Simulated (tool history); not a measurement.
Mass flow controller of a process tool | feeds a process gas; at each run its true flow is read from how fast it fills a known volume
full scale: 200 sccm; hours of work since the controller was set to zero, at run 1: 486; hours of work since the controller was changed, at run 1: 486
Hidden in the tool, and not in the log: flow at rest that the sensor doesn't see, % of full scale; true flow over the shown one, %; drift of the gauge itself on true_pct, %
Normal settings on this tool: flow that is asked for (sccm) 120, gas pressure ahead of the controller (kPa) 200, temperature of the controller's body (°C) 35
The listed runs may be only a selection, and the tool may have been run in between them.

| run | day | flow that is asked for (sccm) | gas pressure ahead of the controller (kPa) | temperature of the controller's body (°C) | hours of work since the controller was set to zero | hours of work since the controller was changed | true flow (%) |
|---|---|---|---|---|---|---|---|
| 1 | 0.000 | 120 | 200 | 35 | 486 | 486 | 99.14 |
| 2 | 2.121 | 120 | 144 | 35 | 507 | 507 | 98.87 |
| 3 | 5.083 | 120 | 160 | 35 | 537 | 537 | 98.92 |
| 4 | 7.500 | 120 | 200 | 37 | 561 | 561 | 98.96 |
| 5 | 9.079 | 22 | 200 | 37 | 577 | 577 | 97.95 |
| 6 | 10.854 | 22 | 200 | 37 | 595 | 595 | 97.95 |
| 7 | 13.321 | 22 | 200 | 37 | 619 | 619 | 98.08 |
| 8 | 14.979 | 22 | 266 | 37 | 636 | 636 | 98.10 |
| 9 | 18.658 | 23 | 200 | 35 | 673 | 673 | 98.17 |
| 10 | 20.779 | 23 | 200 | 35 | 694 | 694 | 98.26 |
| 11 | 24.362 | 23 | 200 | 35 | 729 | 729 | 98.07 |
| 12 | 26.783 | 23 | 200 | 35 | 754 | 754 | 98.07 |
| 13 | 28.654 | 120 | 200 | 35 | 772 | 772 | 99.16 |
| 14 | 30.842 | 120 | 200 | 35 | 794 | 794 | 99.01 |
| 15 | 32.775 | 120 | 200 | 28 | 814 | 814 | 99.57 |
| 16 | 35.092 | 120 | 200 | 28 | 837 | 837 | 99.60 |
| 17 | 38.679 | 120 | 200 | 28 | 872 | 872 | 99.65 |
| 18 | 40.325 | 120 | 200 | 25 | 889 | 889 | 99.91 |
| 19 | 42.521 | 120 | 200 | 25 | 911 | 911 | 99.77 |
| 20 | 45.988 | 120 | 193 | 25 | 945 | 945 | 99.84 |
| 21 | 49.271 | 197 | 200 | 35 | 978 | 978 | 99.54 |
| 22 | 50.829 | 197 | 200 | 35 | 994 | 994 | 99.70 |
| 23 | 54.158 | 120 | 200 | 29 | 1027 | 1027 | 99.56 |
| 24 | 57.788 | 196 | 200 | 35 | 1063 | 1063 | 99.56 |
| 25 | 59.396 | 120 | 200 | 36 | 1079 | 1079 | 99.00 |
| 26 | 61.058 | 120 | 200 | 30 | 1096 | 1096 | 99.38 |
| 27 | 64.279 | 120 | 200 | 31 | 1128 | 1128 | 99.36 |
| 28 | 68.029 | 120 | 200 | 31 | 1166 | 1166 | 99.34 |
| 29 | 71.667 | 33 | 197 | 29 | 1202 | 1202 | 98.70 |
| 30 | 73.671 | 52 | 145 | 39 | 1222 | 1222 | 98.16 |
| 31 | 75.629 | 120 | 200 | 27 | 1241 | 1241 | 99.69 |
| 32 | 79.458 | 120 | 150 | 30 | 1280 | 1280 | 99.41 |
| 33 | 81.958 | 120 | 150 | 30 | 1305 | 1305 | 99.34 |
| 34 | 84.446 | 42 | 144 | 30 | 1329 | 1329 | 98.55 |
| 35 | 88.096 | 100 | 144 | 31 | 1366 | 1366 | 99.16 |
| 36 | 91.221 | 94 | 210 | 35 | 1397 | 1397 | 99.10 |
| 37 | 93.208 | 62 | 200 | 35 | 1417 | 1417 | 98.64 |
| 38 | 94.775 | 24 | 193 | 32 | 1433 | 1433 | 98.26 |
| 39 | 97.825 | 100 | 200 | 35 | 1463 | 1463 | 99.03 |
| 40 | 100.354 | 119 | 228 | 30 | 1488 | 1488 | 99.60 |
| 41 | 102.008 | 150 | 200 | 31 | 1505 | 1505 | 99.75 |
| 42 | 103.967 | 186 | 200 | 35 | 1524 | 1524 | 99.66 |
| 43 | 107.571 | 186 | 144 | 29 | 1560 | 1560 | 99.88 |
| 44 | 111.221 | 186 | 144 | 29 | 1597 | 1597 | 99.93 |
| 45 | 114.133 | 186 | 144 | 29 | 1626 | 1626 | 99.94 |
| 46 | 117.029 | 24 | 153 | 35 | 1655 | 1655 | 97.80 |
| 47 | 120.838 | 120 | 181 | 25 | 1693 | 1693 | 99.82 |
| 48 | 123.858 | 152 | 181 | 25 | 1723 | 1723 | 100.16 |

Hidden state or all else? Some run-to-run changes of true flow (%), split into what the settings, what came in and random variation would give without the hidden state, and what is left for the hidden state (with any gauge scatter that isn't in both results):
Run 30 -> 31: flow that is asked for (sccm) 52 -> 120, gas pressure ahead of the controller (kPa) 145 -> 200, temperature of the controller's body (°C) 39 -> 27. true flow (%) +1.53: hidden state +0.19, all else +1.34.
Run 38 -> 39: flow that is asked for (sccm) 24 -> 100, gas pressure ahead of the controller (kPa) 193 -> 200, temperature of the controller's body (°C) 32 -> 35. true flow (%) +0.77: hidden state +0.62, all else +0.15.
Run 45 -> 46: flow that is asked for (sccm) 186 -> 24, gas pressure ahead of the controller (kPa) 144 -> 153, temperature of the controller's body (°C) 29 -> 35. true flow (%) -2.14: hidden state -0.79, all else -1.35.
Run 46 -> 47: flow that is asked for (sccm) 24 -> 120, gas pressure ahead of the controller (kPa) 153 -> 181, temperature of the controller's body (°C) 35 -> 25. true flow (%) +2.02: hidden state +0.73, all else +1.29.
